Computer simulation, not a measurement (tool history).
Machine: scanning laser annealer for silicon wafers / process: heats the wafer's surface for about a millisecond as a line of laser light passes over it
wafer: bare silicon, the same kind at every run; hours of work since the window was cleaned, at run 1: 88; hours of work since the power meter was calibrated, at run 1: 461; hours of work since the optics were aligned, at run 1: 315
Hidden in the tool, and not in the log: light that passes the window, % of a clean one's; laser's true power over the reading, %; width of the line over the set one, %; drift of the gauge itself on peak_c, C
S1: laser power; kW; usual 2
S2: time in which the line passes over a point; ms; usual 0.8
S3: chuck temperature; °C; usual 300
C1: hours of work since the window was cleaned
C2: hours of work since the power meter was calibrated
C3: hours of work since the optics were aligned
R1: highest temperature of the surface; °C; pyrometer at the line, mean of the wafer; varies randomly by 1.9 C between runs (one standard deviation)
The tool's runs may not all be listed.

run   hour  S1     S2   S3   C1   C2   C3    R1
  1      0   2    0.8  300   88  461  315  1103
  2   23.2   2    0.8  300   99  472  327  1100
  3   39.2   2    0.8  300  107  480  334  1101
  4   56.8   2    0.8  300  116  489  343  1100
  5   71.8   2    0.8  300  123  496  351  1101
  6   85.2   2    0.8  300  130  503  357  1102
  7  109.1   2    0.8  300  142  515  369  1101
  8  120.3   2    0.8  300  147  520  375  1097
  9  142.7   2    0.8  300  158  532  386  1099
 10  166.6   2    0.8  300  170  543  398  1094
 11  179.7   2    0.8  300  177  550  404  1098
 12  193.8   2    0.8  300  184  557  411  1097
 13  215.5   2    0.8  300  194  568  422  1100
 14  225.7   2    0.8  300  199  573  427  1099
 15  244.3   2  0.587  300  209  582  436   971
 16  258.1   2    0.8  303  216  589  443  1099
 17    280   2    0.8  303  226  600  454  1103
 18  296.6   2    0.8  300  235  608  462  1097
 19  308.1   2    0.8  300  240  613  468  1095
     314.5  -- optics aligned, line set to its width
 20  335.3   2    0.8  300  251  625   10  1093
 21  348.8   2    0.8  300  258  631   17  1096
 22  360.4   2    0.8  300  264  637   23  1096
 23  370.6   2  0.629  300  269  642   28   994

The next listed run, before its measurement:
 24  391.7  2.194  0.599  300  279  652  38   ?

R1: 1034 °C
Take away the tool's hidden state, keep the run-to-run variation as it was, and the same run would have given R1 1048 °C.
